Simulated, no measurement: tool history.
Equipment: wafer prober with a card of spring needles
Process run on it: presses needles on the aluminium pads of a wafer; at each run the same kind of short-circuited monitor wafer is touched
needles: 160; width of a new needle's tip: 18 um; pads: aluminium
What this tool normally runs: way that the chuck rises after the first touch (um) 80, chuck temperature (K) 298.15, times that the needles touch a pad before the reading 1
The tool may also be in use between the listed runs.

| run | hour | way that the chuck rises after the first touch (um) | chuck temperature (K) | times that the needles touch a pad before the reading | resistance of one needle with its contact and lead (mohm) | way that a needle slides on the pad (um) |
|---|---|---|---|---|---|---|
| 1 | 0.0 | 80 | 298.15 | 1 | 273 | 18.67 |
|  | 4.1 | tips cleaned on abrasive film |
|  | 12.1 | tips cleaned on abrasive film |
|  | 22.1 | tips cleaned on abrasive film |
|  | 30.1 | tips cleaned on abrasive film |
| 2 | 30.2 | 80 | 298.15 | 1 | 203 | 18.55 |
|  | 40.1 | tips cleaned on abrasive film |
|  | 48.1 | tips cleaned on abrasive film |
|  | 58.2 | tips cleaned on abrasive film |
|  | 66.2 | tips cleaned on abrasive film |
|  | 76.2 | tips cleaned on abrasive film |
| 3 | 76.9 | 80 | 298.15 | 1 | 215 | 18.50 |
|  | 84.9 | tips cleaned on abrasive film |
|  | 93.0 | tips cleaned on abrasive film |
|  | 103.0 | tips cleaned on abrasive film |
| 4 | 107.5 | 80 | 298.15 | 1 | 274 | 18.52 |
|  | 111.5 | tips cleaned on abrasive film |
|  | 121.5 | tips cleaned on abrasive film |
|  | 131.6 | tips cleaned on abrasive film |
|  | 139.6 | tips cleaned on abrasive film |
|  | 139.9 | height of the first contact set anew |
|  | 147.9 | tips cleaned on abrasive film |
|  | 156.0 | tips cleaned on abrasive film |
| 5 | 156.5 | 80 | 298.15 | 1 | 220 | 18.98 |
|  | 164.5 | tips cleaned on abrasive film |
|  | 172.6 | tips cleaned on abrasive film |
|  | 182.6 | tips cleaned on abrasive film |
|  | 190.6 | tips cleaned on abrasive film |
|  | 200.6 | tips cleaned on abrasive film |
| 6 | 206.6 | 80 | 298.15 | 3 | 225 | 18.92 |
|  | 208.8 | tips cleaned on abrasive film |
|  | 218.8 | tips cleaned on abrasive film |
|  | 226.8 | tips cleaned on abrasive film |
|  | 236.8 | tips cleaned on abrasive film |
| 7 | 240.8 | 71 | 298.15 | 3 | 231 | 16.81 |
|  | 244.9 | tips cleaned on abrasive film |
|  | 252.9 | tips cleaned on abrasive film |
|  | 260.9 | tips cleaned on abrasive film |
|  | 269.0 | tips cleaned on abrasive film |
| 8 | 273.5 | 88 | 298.15 | 1 | 262 | 20.72 |
|  | 277.5 | tips cleaned on abrasive film |
|  | 285.6 | tips cleaned on abrasive film |
|  | 295.6 | tips cleaned on abrasive film |
| 9 | 296.8 | 82 | 309.15 | 2 | 214 | 19.32 |
|  | 304.8 | tips cleaned on abrasive film |
|  | 312.8 | tips cleaned on abrasive film |
|  | 320.9 | tips cleaned on abrasive film |
|  | 330.9 | tips cleaned on abrasive film |
|  | 338.9 | tips cleaned on abrasive film |
| 10 | 343.0 | 80 | 302.15 | 1 | 279 | 18.70 |
|  | 347.0 | tips cleaned on abrasive film |
|  | 357.0 | tips cleaned on abrasive film |
|  | 367.0 | tips cleaned on abrasive film |
| 11 | 367.9 | 84 | 370.15 | 3 | 218 | 19.70 |
|  | 375.9 | tips cleaned on abrasive film |
|  | 383.9 | tips cleaned on abrasive film |
|  | 394.0 | tips cleaned on abrasive film |
| 12 | 397.2 | 93 | 310.15 | 1 | 245 | 21.79 |
|  | 403.3 | tips cleaned on abrasive film |
|  | 411.3 | tips cleaned on abrasive film |
|  | 419.3 | tips cleaned on abrasive film |
|  | 427.3 | tips cleaned on abrasive film |
| 13 | 431.0 | 80 | 344.15 | 1 | 267 | 18.65 |
|  | 437.1 | tips cleaned on abrasive film |
|  | 445.1 | tips cleaned on abrasive film |
|  | 453.1 | tips cleaned on abrasive film |
| 14 | 458.3 | 80 | 344.15 | 1 | 284 | 18.60 |

Branching from run 14: 3 alternative next runs. What would each branch give?
|  | 462.3 | tips cleaned on abrasive film |
|  | 472.3 | tips cleaned on abrasive film |
|  | 480.4 | tips cleaned on abrasive film |
|  | 490.4 | tips cleaned on abrasive film |
| A | 495.1 | 75 | 314.15 | 1 | ? | ? |
|  | 462.3 | tips cleaned on abrasive film |
|  | 472.3 | tips cleaned on abrasive film |
|  | 480.4 | tips cleaned on abrasive film |
|  | 490.4 | tips cleaned on abrasive film |
| B | 495.1 | 96 | 298.15 | 2 | ? | ? |
|  | 462.3 | tips cleaned on abrasive film |
|  | 472.3 | tips cleaned on abrasive film |
|  | 480.4 | tips cleaned on abrasive film |
|  | 490.4 | tips cleaned on abrasive film |
| C | 495.1 | 90 | 318.15 | 2 | ? | ? |

| run | resistance of one needle with its contact and lead (mohm) | way that a needle slides on the pad (um) |
|---|---|---|
| A | 292 | 17.46 |
| B | 228 | 22.43 |
| C | 240 | 21.02 |
Take away the tool's hidden state, keep each run's random variation, and the runs would have read:
| run | resistance of one needle with its contact and lead (mohm) | way that a needle slides on the pad (um) |
|---|---|---|
| A | 195 | 17.89 |
| B | 189 | 22.87 |
| C | 197 | 21.45 |

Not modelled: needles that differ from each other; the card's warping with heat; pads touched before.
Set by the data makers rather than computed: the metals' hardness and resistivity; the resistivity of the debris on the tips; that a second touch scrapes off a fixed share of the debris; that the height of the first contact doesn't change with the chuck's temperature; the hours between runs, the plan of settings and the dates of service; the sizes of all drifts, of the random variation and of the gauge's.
